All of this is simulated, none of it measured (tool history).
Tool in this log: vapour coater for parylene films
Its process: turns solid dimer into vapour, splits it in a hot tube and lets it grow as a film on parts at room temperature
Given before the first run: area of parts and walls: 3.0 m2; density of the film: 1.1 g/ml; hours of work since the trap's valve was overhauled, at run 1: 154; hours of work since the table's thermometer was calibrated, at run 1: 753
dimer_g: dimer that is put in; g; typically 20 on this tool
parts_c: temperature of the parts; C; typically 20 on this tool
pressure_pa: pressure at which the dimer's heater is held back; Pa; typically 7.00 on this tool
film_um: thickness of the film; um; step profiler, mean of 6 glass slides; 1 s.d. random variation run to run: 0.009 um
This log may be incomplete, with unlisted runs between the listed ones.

run    hour  dimer_g  parts_c  pressure_pa  hours of work since the trap's valve was overhauled  hours of work since the table's thermometer was calibrated  film_um
  1     0.0       20       20         7.00                                                  154                                                         753    4.145
  2    37.0       20       22         7.00                                                  185                                                         784    3.837
  3    67.2       20       22         7.00                                                  210                                                         809    3.827
  4   118.8       20       22         7.00                                                  253                                                         852    3.815
  5   164.1       20       22         7.00                                                  291                                                         890    3.820
  6   187.7       20       20         3.21                                                  311                                                         910    4.395
  7   236.8       20       20         3.21                                                  352                                                         951    4.403
  8   277.5       20       20         3.21                                                  386                                                         985    4.387
  9   319.6       20       20         3.21                                                  421                                                        1020    4.394
 10   344.6       20       20         7.00                                                  442                                                        1041    4.090
 11   387.9       20       20         3.46                                                  478                                                        1078    4.338
 12   435.4       20       20         7.00                                                  518                                                        1117    4.091
 13   472.2       20       20         6.48                                                  549                                                        1148    4.080
 14   516.8       20       20         7.00                                                  586                                                        1185    4.055
 15   552.9       20       20         6.65                                                  616                                                        1216    4.075
 16   603.3       20       20         6.65                                                  659                                                        1258    4.074
      652.1  -- trap's valve overhauled
 17   659.2       20       20         6.65                                                    6                                                        1301    3.982
 18   693.6       20       20         6.65                                                   35                                                        1330    3.974
 19   717.3       20       20         6.65                                                   55                                                        1350    3.966
      741.0  -- trap's valve overhauled, once more
 20   742.7       20       20         6.65                                                    1                                                        1368    4.298
 21   766.5       20       20         6.65                                                   21                                                        1388    4.319
 22   816.3       20       20         7.00                                                   63                                                        1429    4.286
 23   856.2       20       20         7.00                                                   96                                                        1463    4.278
 24   898.3       20       20         6.43                                                  132                                                        1498    4.317
 25   926.8       20       20         6.43                                                  155                                                        1522    4.288
 26   955.4       20       20         6.43                                                  179                                                        1546    4.287
 27  1002.3       23       20         3.25                                                  219                                                        1585    5.198
 28  1027.8       29       19         7.00                                                  240                                                        1606    6.428
 29  1070.3       26       19         4.55                                                  276                                                        1642    5.926
 30  1095.0       26       19         4.55                                                  296                                                        1662    5.951
 31  1138.8       23       12         4.93                                                  333                                                        1699    6.646
 32  1175.5       16       15         3.53                                                  364                                                        1730    4.366
 33  1197.5       16       15         3.70                                                  382                                                        1748    4.348
 34  1230.8       32       32         4.16                                                  410                                                        1776    4.357
 35  1281.4       10       17         7.00                                                  452                                                        1818    2.355
 36  1315.4       17       12         2.14                                                  481                                                        1847    4.847
 37  1357.1       14       29         5.36                                                  516                                                        1882    2.093
 38  1383.9       22       29         5.36                                                  538                                                        1904    3.281
 39  1431.0       22       29         5.36                                                  577                                                        1944    3.268
 40  1475.8       20       16         7.00                                                  615                                                        1981    4.869

The next listed run, before its measurement:
 41  1527.6       29       20         9.30                                                  658                                                        2024        ?

Logged for run 41: film_um 5.862 um.
With no hidden state in the tool, this same run would have given film_um 5.866 um.

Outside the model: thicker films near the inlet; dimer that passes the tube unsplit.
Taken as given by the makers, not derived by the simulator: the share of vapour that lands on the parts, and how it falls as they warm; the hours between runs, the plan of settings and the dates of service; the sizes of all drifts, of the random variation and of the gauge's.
